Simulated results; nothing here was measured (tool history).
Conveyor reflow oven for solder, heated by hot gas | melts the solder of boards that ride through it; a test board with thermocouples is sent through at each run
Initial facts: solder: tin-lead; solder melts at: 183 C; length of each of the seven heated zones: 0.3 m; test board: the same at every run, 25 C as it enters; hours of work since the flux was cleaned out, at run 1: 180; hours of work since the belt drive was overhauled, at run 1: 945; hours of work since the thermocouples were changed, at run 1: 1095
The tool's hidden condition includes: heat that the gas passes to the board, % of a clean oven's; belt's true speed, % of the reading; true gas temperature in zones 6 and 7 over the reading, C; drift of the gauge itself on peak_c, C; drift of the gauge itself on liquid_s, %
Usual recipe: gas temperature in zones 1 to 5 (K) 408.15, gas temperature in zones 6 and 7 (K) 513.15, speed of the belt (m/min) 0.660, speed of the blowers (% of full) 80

| run | hour | gas temperature in zones 1 to 5 (K) | gas temperature in zones 6 and 7 (K) | speed of the belt (m/min) | speed of the blowers (% of full) | hours of work since the flux was cleaned out | hours of work since the belt drive was overhauled | hours of work since the thermocouples were changed | highest temperature of the board (K) | time above the solder's melting point (s) |
|---|---|---|---|---|---|---|---|---|---|---|
| 1 | 0.0 | 408.15 | 513.15 | 0.660 | 80 | 180 | 945 | 1095 | 496.05 | 44.2 |
|  | 29.1 | thermocouples of zones 6 and 7 changed |
| 2 | 83.0 | 408.15 | 513.15 | 0.660 | 80 | 234 | 998 | 36 | 496.75 | 44.8 |
| 3 | 145.2 | 408.15 | 513.15 | 0.660 | 78 | 275 | 1040 | 77 | 496.05 | 44.4 |
| 4 | 196.9 | 408.15 | 513.15 | 0.660 | 78 | 309 | 1074 | 111 | 495.85 | 44.4 |
| 5 | 274.3 | 408.15 | 513.15 | 0.660 | 78 | 361 | 1125 | 163 | 496.05 | 44.4 |
| 6 | 316.2 | 408.15 | 513.15 | 0.660 | 78 | 388 | 1153 | 191 | 495.85 | 44.4 |
| 7 | 368.8 | 408.15 | 513.15 | 0.660 | 80 | 423 | 1188 | 226 | 496.05 | 44.6 |
| 8 | 410.3 | 408.15 | 513.15 | 0.660 | 80 | 451 | 1216 | 253 | 495.75 | 44.6 |
|  | 433.3 | flux residue cleaned out of gas plates and filters |
|  | 456.7 | belt drive overhauled, speed set with a stopwatch |
| 9 | 459.2 | 408.15 | 513.15 | 0.660 | 81 | 15 | 2 | 280 | 498.15 | 46.1 |
| 10 | 533.8 | 408.15 | 513.15 | 0.660 | 81 | 64 | 51 | 329 | 497.35 | 46.1 |
| 11 | 585.6 | 408.15 | 513.15 | 0.660 | 81 | 98 | 86 | 363 | 497.25 | 46.0 |
| 12 | 649.9 | 408.15 | 513.15 | 0.660 | 81 | 141 | 128 | 406 | 497.35 | 46.3 |
| 13 | 708.2 | 408.15 | 513.15 | 0.660 | 80 | 180 | 167 | 445 | 496.75 | 45.9 |
| 14 | 771.2 | 408.15 | 513.15 | 0.660 | 80 | 222 | 209 | 487 | 497.05 | 45.9 |
| 15 | 823.0 | 408.15 | 513.15 | 0.660 | 80 | 256 | 243 | 521 | 496.55 | 46.0 |
|  | 839.3 | belt drive overhauled, speed set with a stopwatch, once more |
| 16 | 910.5 | 408.15 | 513.15 | 0.660 | 73 | 311 | 47 | 577 | 493.25 | 41.2 |
| 17 | 958.0 | 401.15 | 511.15 | 0.660 | 73 | 343 | 79 | 608 | 489.85 | 38.2 |
| 18 | 999.7 | 407.15 | 511.15 | 0.553 | 75 | 371 | 106 | 636 | 496.65 | 52.3 |
| 19 | 1084.1 | 408.15 | 513.15 | 0.783 | 73 | 427 | 162 | 692 | 485.85 | 30.9 |
|  | 1147.3 | flux residue cleaned out of gas plates and filters |
| 20 | 1163.9 | 414.15 | 513.15 | 0.786 | 50 | 11 | 212 | 741 | 481.55 | 28.2 |
| 21 | 1213.9 | 414.15 | 516.15 | 0.725 | 80 | 44 | 245 | 775 | 495.85 | 40.6 |
| 22 | 1296.0 | 414.15 | 516.15 | 0.725 | 80 | 99 | 300 | 829 | 495.95 | 40.6 |
| 23 | 1355.6 | 401.15 | 517.15 | 0.718 | 53 | 138 | 339 | 869 | 485.85 | 31.9 |
| 24 | 1420.6 | 408.15 | 513.15 | 0.705 | 80 | 181 | 383 | 912 | 492.75 | 39.0 |
| 25 | 1475.1 | 408.15 | 513.15 | 0.705 | 80 | 218 | 419 | 948 | 492.15 | 38.9 |
| 26 | 1556.1 | 408.15 | 525.15 | 0.539 | 80 | 271 | 473 | 1002 | 511.15 | 60.8 |
| 27 | 1619.3 | 408.15 | 513.15 | 0.660 | 75 | 313 | 515 | 1044 | 493.15 | 42.1 |
| 28 | 1699.3 | 408.15 | 513.15 | 0.660 | 75 | 366 | 568 | 1097 | 492.85 | 41.7 |
|  | 1725.1 | thermocouples of zones 6 and 7 changed |
| 29 | 1777.6 | 408.15 | 513.15 | 0.660 | 75 | 417 | 618 | 35 | 495.05 | 43.2 |

Forecast each of these 5 alternatives for the next run:
| A | 1823.4 | 393.15 | 525.15 | 0.660 | 75 | 447 | 649 | 65 | ? | ? |
| B | 1823.4 | 408.15 | 502.15 | 0.750 | 75 | 447 | 649 | 65 | ? | ? |
| C | 1823.4 | 405.15 | 513.15 | 0.599 | 65 | 447 | 649 | 65 | ? | ? |
| D | 1823.4 | 408.15 | 503.15 | 0.745 | 65 | 447 | 649 | 65 | ? | ? |
| E | 1823.4 | 411.15 | 513.15 | 0.701 | 76 | 447 | 649 | 65 | ? | ? |

| run | highest temperature of the board (K) | time above the solder's melting point (s) |
|---|---|---|
| A | 502.15 | 43.3 |
| B | 481.05 | 30.0 |
| C | 494.75 | 47.0 |
| D | 479.15 | 28.6 |
| E | 493.35 | 40.2 |
Had the tool no hidden state, the same runs would have come out as:
| run | highest temperature of the board (K) | time above the solder's melting point (s) |
|---|---|---|
| A | 503.85 | 43.2 |
| B | 482.55 | 30.6 |
| C | 496.05 | 46.9 |
| D | 480.55 | 29.2 |
| E | 494.85 | 40.3 |
